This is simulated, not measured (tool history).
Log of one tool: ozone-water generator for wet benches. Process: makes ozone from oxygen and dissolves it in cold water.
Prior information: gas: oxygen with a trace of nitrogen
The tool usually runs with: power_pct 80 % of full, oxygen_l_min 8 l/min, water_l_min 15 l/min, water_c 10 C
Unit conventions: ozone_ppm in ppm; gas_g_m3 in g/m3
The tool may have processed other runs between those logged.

run	hour	power_pct	oxygen_l_min	water_l_min	water_c	ozone_ppm	gas_g_m3
1	0	80	8	15	10	38.4	206.2
2	63.1	65	8	15	10	33.7	182.8
3	113	80	8	19	10	33.1	206.5
4	143	80	8	19	10	33.3	204
5	212.7	74	8	15	10	36.9	195
6	280.8	74	8	15	10	36	194
7	318.3	74	8	15	10	36.3	199.3
8	383.1	74	8	15	10	36.4	194.6
9	428.7	74	8	15	10	36.3	196.3
10	478.7	74	8	15	10	36	195.9
11	532.6	74	8	15	10	36.3	197.9
12	590.9	74	8	15	10	36.2	195.5
13	626.4	80	8	15	10	38.3	205.7
# hour 632.5: water thermometer calibrated
14	697.6	80	5.63	15	10	37.2	235.4
15	765.8	57	8	15	10	30.9	164.8
16	827	80	4.99	15	14	34.5	250.1
17	875.8	80	8.77	11	10	44.3	196.5

Predict the results of run 18:
18	919	80	8.77	11	10	?	?

{"run 18": {"ozone_ppm": 43.9, "gas_g_m3": 196.3}}
Had the tool carried no hidden state, the very same run would have given ozone_ppm 48.7 ppm, gas_g_m3 203.9 g/m3.
